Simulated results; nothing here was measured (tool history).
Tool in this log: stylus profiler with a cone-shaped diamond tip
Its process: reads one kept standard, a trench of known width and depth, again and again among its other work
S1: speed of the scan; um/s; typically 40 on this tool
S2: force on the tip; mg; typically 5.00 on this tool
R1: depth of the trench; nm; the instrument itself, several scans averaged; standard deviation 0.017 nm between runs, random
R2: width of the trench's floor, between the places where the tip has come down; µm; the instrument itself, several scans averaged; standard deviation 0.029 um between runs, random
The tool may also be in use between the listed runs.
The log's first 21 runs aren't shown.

At day 36.633: height scale calibrated on a step standard, once more.
Run 22, day 36.967: usual settings. Result: R1 101.11 nm, R2 47.74 µm.
Run 23, day 38.258: usual settings. Result: R1 101.11 nm, R2 47.68 µm.
Run 24, day 40.367: usual settings but S1 120 um/s, S2 13.88 mg. Result: R1 102.13 nm, R2 47.61 µm.
Run 25, day 41.575: usual settings but S1 31 um/s, S2 11.33 mg. Result: R1 101.86 nm, R2 47.76 µm.
Run 26, day 43.217: usual settings but S1 20 um/s, S2 4.62 mg. Result: R1 101.05 nm, R2 47.78 µm.
Run 27, day 44.592: usual settings but S1 92 um/s. Result: R1 101.08 nm, R2 47.48 µm.
Run 28, day 46.821: usual settings but S1 12 um/s, S2 5.90 mg. Result: R1 101.23 nm, R2 47.76 µm.
Run 29, day 48.946: usual settings but S1 41 um/s, S2 14.66 mg. Result: R1 102.20 nm, R2 47.76 µm.
Run 30, day 50.133: usual settings but S1 68 um/s, S2 3.09 mg. Result: R1 100.79 nm, R2 47.56 µm.
Run 31, day 51.721: usual settings but S1 20 um/s, S2 2.28 mg. Result: R1 100.65 nm, R2 47.70 µm.
Run 32, day 53.050: usual settings but S1 55 um/s, S2 9.76 mg. Result: R1 101.70 nm, R2 47.72 µm.
Run 33, day 54.221: usual settings but S1 55 um/s, S2 9.76 mg. Result: R1 101.68 nm, R2 47.68 µm.
Run 34, day 56.542: usual settings but S1 55 um/s, S2 3.31 mg. Result: R1 100.81 nm, R2 47.65 µm.
Run 35, day 57.704: usual settings but S1 86 um/s, S2 8.31 mg. Result: R1 101.47 nm, R2 47.60 µm.
Run 36, day 59.358: usual settings but S1 64 um/s, S2 9.04 mg. Result: R1 101.57 nm, R2 47.67 µm.
Run 37, day 61.179: usual settings but S1 96 um/s, S2 4.38 mg. Result: R1 100.94 nm, R2 47.46 µm.
Run 38, day 63.258: usual settings but S1 39 um/s. Result: R1 101.04 nm, R2 47.65 µm.
Run 39, day 65.238: usual settings but S1 39 um/s. Result: R1 101.03 nm, R2 47.61 µm.
Run 40, day 66.704: usual settings but S1 10 um/s. Result: R1 101.06 nm, R2 47.74 µm.
Run 41, day 68.467: usual settings but S1 71 um/s, S2 6.78 mg. Result: R1 101.27 nm, R2 47.54 µm.
Run 42, day 69.492: usual settings but S1 71 um/s, S2 6.78 mg. Result: R1 101.29 nm, R2 47.51 µm.
Run 43, day 71.471: usual settings but S1 43 um/s, S2 2.64 mg. Result: R1 100.71 nm, R2 47.56 µm.
Run 44, day 72.708: usual settings but S2 4.02 mg. Result: R1 100.88 nm, R2 47.60 µm.
Run 45, day 73.700: usual settings but S1 28 um/s, S2 3.15 mg. Result: R1 100.75 nm, R2 47.60 µm.

Below are 3 alternative next runs, each starting from the tool's condition after run 45. Predict each:
Run A, day 74.779: usual settings but S1 62 um/s, S2 6.51 mg. Result: R1 ?, R2 ?.
Run B, day 74.779: usual settings but S1 86 um/s, S2 4.60 mg. Result: R1 ?, R2 ?.
Run C, day 74.779: usual settings but S1 15 um/s, S2 7.23 mg. Result: R1 ?, R2 ?.

run      R1     R2
  A  101.23  47.60
  B  101.02  47.48
  C  101.29  47.72
Without the tool's unlogged condition, the same runs would have read:
run      R1     R2
  A  101.24  47.84
  B  101.03  47.72
  C  101.30  47.95
